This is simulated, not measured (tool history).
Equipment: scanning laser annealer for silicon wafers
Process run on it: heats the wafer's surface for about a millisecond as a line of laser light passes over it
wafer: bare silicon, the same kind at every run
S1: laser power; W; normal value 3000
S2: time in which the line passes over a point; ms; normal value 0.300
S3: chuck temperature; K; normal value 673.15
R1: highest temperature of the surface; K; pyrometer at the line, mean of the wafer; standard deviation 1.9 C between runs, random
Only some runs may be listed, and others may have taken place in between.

run,day,S1,S2,S3,R1
1,0.000,3000,0.300,673.15,1428.15
2,0.542,3000,0.300,673.15,1426.15
3,0.929,3000,0.245,673.15,1363.15
4,1.183,3020,0.300,673.15,1434.15
5,1.617,3000,0.263,673.15,1384.15
6,1.988,3000,0.300,673.15,1427.15
7,2.383,3000,0.300,656.15,1407.15
8,2.617,3000,0.300,656.15,1408.15
9,2.946,3000,0.300,698.15,1450.15
10,3.408,3000,0.300,698.15,1451.15
11,3.817,3000,0.300,673.15,1424.15
12,4.325,3000,0.300,673.15,1427.15
13,4.692,3000,0.300,673.15,1423.15
14,4.992,3094,0.286,703.15,1460.15
15,5.421,2873,0.362,693.15,1472.15
16,5.958,2873,0.362,693.15,1477.15
17,6.246,2576,0.300,676.15,1317.15
# day 6.496: optics aligned, line set to its width
18,6.888,3058,0.244,690.15,1385.15
19,7.129,2642,0.300,673.15,1332.15
20,7.396,2636,0.300,673.15,1327.15

Run 21 is up next; what results do you expect?
21,7.871,3142,0.300,675.15,?

{"run 21": {"R1": 1454.15}}
Without the tool's hidden state the same run would have given R1 1495.15 K.
